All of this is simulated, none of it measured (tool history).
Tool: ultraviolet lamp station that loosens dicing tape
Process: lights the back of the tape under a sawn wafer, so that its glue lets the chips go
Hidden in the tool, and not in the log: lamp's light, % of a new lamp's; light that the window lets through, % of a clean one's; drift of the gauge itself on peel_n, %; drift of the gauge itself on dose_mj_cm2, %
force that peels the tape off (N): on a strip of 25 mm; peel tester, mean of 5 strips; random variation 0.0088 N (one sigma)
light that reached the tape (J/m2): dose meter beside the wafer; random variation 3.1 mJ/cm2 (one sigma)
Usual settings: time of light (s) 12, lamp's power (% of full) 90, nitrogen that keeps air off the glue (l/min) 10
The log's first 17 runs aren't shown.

run   hour  time of light (s)  lamp's power (% of full)  nitrogen that keeps air off the glue (l/min)  hours of work of the lamp  hours of work since the window was cleaned  force that peels the tape off (N)  light that reached the tape (J/m2)
 18  397.9                  8                        69                                            10                        559                                         358                              1.342                                1990
 19  420.7                 12                        90                                            10                        568                                         367                              0.540                                3890
 20  452.6                 12                        90                                            13                        581                                         380                              0.460                                3870
 21  471.2                 12                        90                                            13                        588                                         387                              0.467                                3870
 22  486.8                 12                        90                                            13                        594                                         394                              0.443                                3840
     490.4  -- window cleaned of glue's vapour
 23  518.3                 12                        90                                             7                        607                                          11                              0.691                                3780
 24  541.2                 12                        90                                             7                        616                                          20                              0.686                                3710
 25  561.2                  7                        96                                            17                        624                                          28                              0.945                                2290
 26  580.7                  7                        96                                            17                        632                                          36                              0.957                                2300
 27  597.1                 10                        69                                             6                        638                                          43                              1.304                                2340
 28  613.9                 11                        91                                            19                        645                                          49                              0.474                                3410
 29  640.0                 15                        88                                            19                        655                                          60                              0.278                                4470
 30  664.2                 15                        76                                            10                        665                                          70                              0.548                                3820
     689.5  -- window cleaned of glue's vapour, once more
 31  694.9                 15                        76                                            10                        677                                           2                              0.427                                4370
 32  716.5                 12                        87                                            10                        686                                          11                              0.511                                4050
 33  735.4                 12                        77                                             5                        693                                          18                              0.929                                3490
 34  754.1                 12                        77                                             7                        701                                          26                              0.785                                3590
 35  772.2                 12                        77                                             7                        708                                          33                              0.768                                3510
 36  801.6                 12                        77                                             7                        720                                          45                              0.755                                3490
 37  833.2                 12                        90                                             7                        732                                          57                              0.610                                4000
 38  850.9                  8                        75                                            10                        739                                          65                              1.179                                2240
 39  878.7                  7                        86                                            11                        751                                          76                              1.138                                2240
 40  895.1                 12                        63                                            16                        757                                          82                              0.717                                2830
 41  918.6                 18                        63                                            16                        767                                          92                              0.362                                4210
 42  942.2                 12                        90                                            16                        776                                         101                              0.408                                3950

4 ways to go on from here, each from the tool as it stands after run 42. What would each give?
  A  959.7                 19                        77                                             5                        783                                         108                                  ?                                   ?
  B  959.7                 21                        79                                            10                        783                                         108                                  ?                                   ?
  C  959.7                  8                        73                                             9                        783                                         108                                  ?                                   ?
  D  959.7                  8                        90                                             3                        783                                         108                                  ?                                   ?

run  force that peels the tape off (N)  light that reached the tape (J/m2)
  A                              0.436                                5340
  B                              0.229                                6030
  C                              1.270                                2090
  D                              1.567                                2660
Without the tool's hidden state the same runs would have given:
run  force that peels the tape off (N)  light that reached the tape (J/m2)
  A                              0.297                                6530
  B                              0.164                                7370
  C                              1.007                                2560
  D                              1.291                                3250
